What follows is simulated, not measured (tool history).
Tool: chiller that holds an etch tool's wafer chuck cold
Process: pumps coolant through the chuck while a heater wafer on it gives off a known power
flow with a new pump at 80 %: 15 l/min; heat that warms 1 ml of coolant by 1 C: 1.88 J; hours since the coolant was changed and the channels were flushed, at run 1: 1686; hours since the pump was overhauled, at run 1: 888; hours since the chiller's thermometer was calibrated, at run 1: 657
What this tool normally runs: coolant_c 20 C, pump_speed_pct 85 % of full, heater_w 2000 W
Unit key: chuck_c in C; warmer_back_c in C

run    hour  coolant_c  pump_speed_pct  heater_w  hours since the coolant was changed and the channels were flushed  hours since the pump was overhauled  hours since the chiller's thermometer was calibrated  chuck_c  warmer_back_c
  1       0         20              85      2000                                                               1686                                  888                                                   657     40.5           4.19
  2    88.6         20              85      2000                                                               1774                                  976                                                   746     40.8           4.12
  3   170.9         20              85      2000                                                               1856                                 1058                                                   828     40.8           4.18
  4   314.8         20              85      2000                                                               2000                                 1202                                                   972       41           4.24
  5   513.7         20              85      2000                                                               2199                                 1401                                                  1171     41.3           4.23
  6     683         20              85      2000                                                               2369                                 1571                                                  1340     41.5           4.24
  7   855.1         20              85      2000                                                               2541                                 1743                                                  1512     41.8           4.29
  8  1049.1         20              85      2000                                                               2735                                 1937                                                  1707     41.9           4.27
  9  1209.2         18              85      2000                                                               2895                                 2097                                                  1867     40.1           4.33
 10  1359.3         18              85      2000                                                               3045                                 2247                                                  2017     40.3           4.38
 11  1541.7         18              85      2000                                                               3227                                 2429                                                  2199     40.4           4.35
 12  1661.3         18              85      2000                                                               3347                                 2549                                                  2319     40.8           4.46
 13  1747.2         20              85      2000                                                               3433                                 2635                                                  2405     42.7           4.46
 14  1932.6         20              85      2937                                                               3618                                 2820                                                  2590     53.1           6.54
 15    2132         20              85      2937                                                               3818                                 3020                                                  2789     53.7           6.62
     2151.4  -- coolant pump overhauled
     2205.2  -- coolant changed, channels flushed
 16  2337.3         20              85      2000                                                                132                                  180                                                  2984     42.4           4.68
 17  2434.2         20              94      2000                                                                229                                  277                                                  3081       41           4.24
 18  2590.2         17              85      1350                                                                385                                  433                                                  3237     32.6           3.15
 19  2730.4         17              85      1350                                                                525                                  573                                                  3377     32.5           3.15
 20  2857.9         11              81      2000                                                                653                                  700                                                  3504     34.5           5.12
 21  2988.3         11              81      2000                                                                783                                  831                                                  3635     34.6           5.14
 22  3153.8         11              81      2000                                                                949                                  996                                                  3800     34.8           5.13
 23  3268.2         14              98      1219                                                               1063                                 1111                                                  3915     27.6            2.6

The next listed run, before its measurement:
     3340.3  -- coolant pump overhauled, once more
 24  3388.8         25              98      2372                                                               1179                                   49                                                  4030        ?              ?

{"run 24": {"chuck_c": 47.9, "warmer_back_c": 4.11}}
With no hidden state in the tool, this same run would have given chuck_c 46 C, warmer_back_c 4.09 C.
